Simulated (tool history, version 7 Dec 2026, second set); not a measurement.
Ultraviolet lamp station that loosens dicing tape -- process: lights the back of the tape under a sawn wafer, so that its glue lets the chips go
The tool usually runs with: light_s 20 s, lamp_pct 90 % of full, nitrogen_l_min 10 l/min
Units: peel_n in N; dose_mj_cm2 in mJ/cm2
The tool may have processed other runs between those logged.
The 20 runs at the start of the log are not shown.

{"run": 21, "hour": 427.0, "light_s": 22, "lamp_pct": 83, "nitrogen_l_min": 7, "peel_n": 0.395, "dose_mj_cm2": 455}
{"run": 22, "hour": 452.9, "light_s": 12, "lamp_pct": 90, "nitrogen_l_min": 10, "peel_n": 1.021, "dose_mj_cm2": 271}
{"run": 23, "hour": 473.0, "light_s": 12, "lamp_pct": 77, "nitrogen_l_min": 8, "peel_n": 1.653, "dose_mj_cm2": 236}
{"run": 24, "hour": 493.7, "light_s": 12, "lamp_pct": 77, "nitrogen_l_min": 8, "peel_n": 1.634, "dose_mj_cm2": 231}
{"hour": 508.0, "done": "window cleaned of glue's vapour"}
{"run": 25, "hour": 508.6, "light_s": 32, "lamp_pct": 84, "nitrogen_l_min": 10, "peel_n": 0.101, "dose_mj_cm2": 676}
{"run": 26, "hour": 535.5, "light_s": 32, "lamp_pct": 84, "nitrogen_l_min": 10, "peel_n": 0.092, "dose_mj_cm2": 679}
{"run": 27, "hour": 554.1, "light_s": 21, "lamp_pct": 84, "nitrogen_l_min": 12, "peel_n": 0.25, "dose_mj_cm2": 443}
{"run": 28, "hour": 565.8, "light_s": 20, "lamp_pct": 90, "nitrogen_l_min": 20, "peel_n": 0.146, "dose_mj_cm2": 456}
{"run": 29, "hour": 584.8, "light_s": 20, "lamp_pct": 92, "nitrogen_l_min": 11, "peel_n": 0.25, "dose_mj_cm2": 467}
{"run": 30, "hour": 596.0, "light_s": 20, "lamp_pct": 92, "nitrogen_l_min": 11, "peel_n": 0.225, "dose_mj_cm2": 464}
{"run": 31, "hour": 617.9, "light_s": 20, "lamp_pct": 92, "nitrogen_l_min": 11, "peel_n": 0.244, "dose_mj_cm2": 461}
{"run": 32, "hour": 629.6, "light_s": 11, "lamp_pct": 79, "nitrogen_l_min": 3, "peel_n": 2.915, "dose_mj_cm2": 220}

Predict each of these 5 candidate next runs independently; none follows another, all start after run 32:
{"run": "A", "hour": 656.8, "light_s": 12, "lamp_pct": 65, "nitrogen_l_min": 11, "peel_n": "?", "dose_mj_cm2": "?"}
{"run": "B", "hour": 656.8, "light_s": 20, "lamp_pct": 72, "nitrogen_l_min": 18, "peel_n": "?", "dose_mj_cm2": "?"}
{"run": "C", "hour": 656.8, "light_s": 38, "lamp_pct": 74, "nitrogen_l_min": 11, "peel_n": "?", "dose_mj_cm2": "?"}
{"run": "D", "hour": 656.8, "light_s": 10, "lamp_pct": 92, "nitrogen_l_min": 7, "peel_n": "?", "dose_mj_cm2": "?"}
{"run": "E", "hour": 656.8, "light_s": 39, "lamp_pct": 99, "nitrogen_l_min": 19, "peel_n": "?", "dose_mj_cm2": "?"}

run=A peel_n=1.735 dose_mj_cm2=195
run=B peel_n=0.305 dose_mj_cm2=361
run=C peel_n=0.082 dose_mj_cm2=716
run=D peel_n=1.732 dose_mj_cm2=234
run=E peel_n=0.053 dose_mj_cm2=963
Without the tool's hidden state the same runs would have given:
run=A peel_n=1.732 dose_mj_cm2=195
run=B peel_n=0.305 dose_mj_cm2=361
run=C peel_n=0.081 dose_mj_cm2=717
run=D peel_n=1.730 dose_mj_cm2=234
run=E peel_n=0.053 dose_mj_cm2=964

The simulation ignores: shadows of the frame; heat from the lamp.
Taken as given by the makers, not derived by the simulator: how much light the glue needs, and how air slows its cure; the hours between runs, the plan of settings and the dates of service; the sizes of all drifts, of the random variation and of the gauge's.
